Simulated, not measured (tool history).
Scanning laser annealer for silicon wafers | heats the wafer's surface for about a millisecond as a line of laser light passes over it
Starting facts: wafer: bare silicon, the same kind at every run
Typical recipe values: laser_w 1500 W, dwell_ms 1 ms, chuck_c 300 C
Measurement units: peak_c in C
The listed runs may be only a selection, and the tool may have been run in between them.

run,hour,laser_w,dwell_ms,chuck_c,peak_c
1,0,1500,1,300,1110
2,12.2,1500,1,300,1115
3,24.3,1500,1,300,1109
4,35.9,1500,1,300,1108
5,47.2,1500,1,300,1113
# hour 57.7: window over the wafer cleaned
6,62.7,1500,1,300,1135
7,74.2,1500,1,300,1135
8,81.7,1500,1,336,1170
9,93.8,1500,0.96,336,1153
10,103.4,1500,0.96,336,1154
11,109.5,1500,0.96,336,1150
12,119.1,1500,1,282,1115
13,129,1500,1,282,1110
14,140,1500,1,300,1136
15,146.7,1500,1,288,1123
16,159.1,1500,0.83,300,1061
17,168.9,1500,0.83,300,1062
18,182.3,1500,1,300,1133
19,194.5,1383,1,300,1052
20,202.2,1500,1,300,1129

Estimate the outcome of run 21 from the log above:
21,210.2,1500,1,300,?

peak_c: 1131 C
On a tool with no hidden condition, and with the same random variation, this run would have come out at peak_c 1146 C.

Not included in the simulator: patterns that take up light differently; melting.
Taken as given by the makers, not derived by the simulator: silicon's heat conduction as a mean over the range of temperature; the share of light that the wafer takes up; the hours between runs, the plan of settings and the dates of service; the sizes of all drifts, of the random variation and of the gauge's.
